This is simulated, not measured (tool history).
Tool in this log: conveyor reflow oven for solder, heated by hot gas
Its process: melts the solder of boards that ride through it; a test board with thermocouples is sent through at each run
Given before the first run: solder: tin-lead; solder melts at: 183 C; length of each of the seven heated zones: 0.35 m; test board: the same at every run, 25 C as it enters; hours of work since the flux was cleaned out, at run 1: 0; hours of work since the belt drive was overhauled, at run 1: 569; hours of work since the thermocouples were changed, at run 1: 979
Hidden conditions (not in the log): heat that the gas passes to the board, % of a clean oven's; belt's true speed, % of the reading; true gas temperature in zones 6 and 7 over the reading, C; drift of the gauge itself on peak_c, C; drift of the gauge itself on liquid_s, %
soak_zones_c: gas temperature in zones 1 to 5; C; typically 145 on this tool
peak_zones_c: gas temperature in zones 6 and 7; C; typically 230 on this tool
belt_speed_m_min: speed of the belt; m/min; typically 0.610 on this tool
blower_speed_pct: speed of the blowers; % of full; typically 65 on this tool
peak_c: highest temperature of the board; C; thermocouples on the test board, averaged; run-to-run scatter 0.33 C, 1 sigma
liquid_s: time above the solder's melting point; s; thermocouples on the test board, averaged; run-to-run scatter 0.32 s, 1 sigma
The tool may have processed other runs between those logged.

run,hour,soak_zones_c,peak_zones_c,belt_speed_m_min,blower_speed_pct,hours of work since the flux was cleaned out,hours of work since the belt drive was overhauled,hours of work since the thermocouples were changed,peak_c,liquid_s
1,0.0,145,230,0.610,65,0,569,979,219.2,55.1
# hour 12.5: thermocouples of zones 6 and 7 changed
2,19.0,145,230,0.610,65,13,581,5,217.0,54.5
3,29.1,133,230,0.610,65,20,589,12,214.0,48.5
4,38.7,148,230,0.610,65,27,596,19,216.8,56.0
5,54.4,145,230,0.610,65,39,608,31,216.2,53.5
6,65.4,145,230,0.610,65,47,616,39,216.3,54.0
7,73.9,145,230,0.610,65,53,622,45,215.9,54.0
8,93.6,145,230,0.610,83,68,637,60,220.0,57.0
9,113.3,145,230,0.610,59,82,651,75,215.3,52.5
10,129.3,145,230,0.610,59,94,663,86,214.4,52.9
11,145.9,145,230,0.689,65,107,675,99,212.7,44.7
12,166.7,145,230,0.689,65,122,691,114,212.4,44.4
13,186.2,145,230,0.568,65,136,705,129,217.8,59.5
14,200.5,130,230,0.568,68,147,716,139,216.6,52.7
15,214.8,131,225,0.693,79,158,726,150,208.4,38.4
16,223.6,153,225,0.540,79,164,733,156,217.4,67.2
17,239.7,144,225,0.540,80,176,745,168,216.3,63.0
18,258.7,136,244,0.610,65,190,759,182,227.2,57.3

4 ways to go on from here, each from the tool as it stands after run 18. What would each give?
A,278.7,136,244,0.610,56,205,774,197,?,?
B,278.7,136,244,0.685,66,205,774,197,?,?
C,278.7,145,230,0.610,77,205,774,197,?,?
D,278.7,145,230,0.610,64,205,774,197,?,?

run,peak_c,liquid_s
A,223.4,55.1
B,221.8,48.3
C,218.5,55.4
D,215.5,52.8
Stripped of hidden state, with their random variation kept, the same runs would have yielded:
run,peak_c,liquid_s
A,223.9,54.9
B,222.6,48.3
C,219.0,55.3
D,215.9,52.7
